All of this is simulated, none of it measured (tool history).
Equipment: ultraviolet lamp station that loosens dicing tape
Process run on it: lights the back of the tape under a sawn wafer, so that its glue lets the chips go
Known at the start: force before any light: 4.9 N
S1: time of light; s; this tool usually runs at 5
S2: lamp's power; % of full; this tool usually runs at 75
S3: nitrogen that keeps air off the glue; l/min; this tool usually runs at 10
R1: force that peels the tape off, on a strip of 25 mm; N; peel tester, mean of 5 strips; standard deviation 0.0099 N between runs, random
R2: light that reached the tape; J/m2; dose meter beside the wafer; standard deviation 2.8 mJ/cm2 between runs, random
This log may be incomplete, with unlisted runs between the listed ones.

run,hour,S1,S2,S3,R1,R2
1,0.0,5,75,10,0.471,3760
2,10.7,5,75,10,0.479,3680
3,17.7,5,75,10,0.463,3720
4,22.9,4,75,10,0.747,2960
5,28.8,4,75,10,0.736,2940
6,34.5,5,75,10,0.489,3680
7,40.5,5,75,10,0.464,3670
8,45.4,5,84,10,0.382,4110
9,55.1,5,84,10,0.380,4140
10,60.8,5,84,10,0.400,4130
11,70.1,5,84,10,0.388,4110
12,74.6,4,75,10,0.746,2960
13,80.9,5,70,10,0.573,3410
14,88.7,5,70,10,0.584,3400
15,96.0,5,70,10,0.576,3390
16,101.7,5,70,10,0.576,3390
17,108.8,5,75,13,0.408,3670
18,115.4,5,75,6,0.699,3620
19,126.1,5,75,6,0.729,3630
20,132.7,5,75,6,0.727,3660
21,137.2,5,75,6,0.705,3620
22,146.8,5,75,6,0.748,3650
23,153.2,6,68,14,0.340,3990
24,164.1,8,68,14,0.183,5210
25,170.6,2,68,14,1.871,1320
26,176.7,5,80,14,0.352,3850
27,185.3,5,80,14,0.345,3790
28,193.8,5,88,17,0.257,4190
29,204.4,3,92,3,1.658,2630
30,212.1,3,75,17,0.948,2140
31,222.8,3,75,17,0.963,2150
32,230.7,5,65,10,0.696,3080

Predict the results of run 33:
33,237.2,5,75,3,?,?

R1: 1.174 N
R2: 3520 J/m2
Take away the tool's hidden state, keep the run-to-run variation as it was, and the same run would have given R1 1.008 N, R2 3920 J/m2.

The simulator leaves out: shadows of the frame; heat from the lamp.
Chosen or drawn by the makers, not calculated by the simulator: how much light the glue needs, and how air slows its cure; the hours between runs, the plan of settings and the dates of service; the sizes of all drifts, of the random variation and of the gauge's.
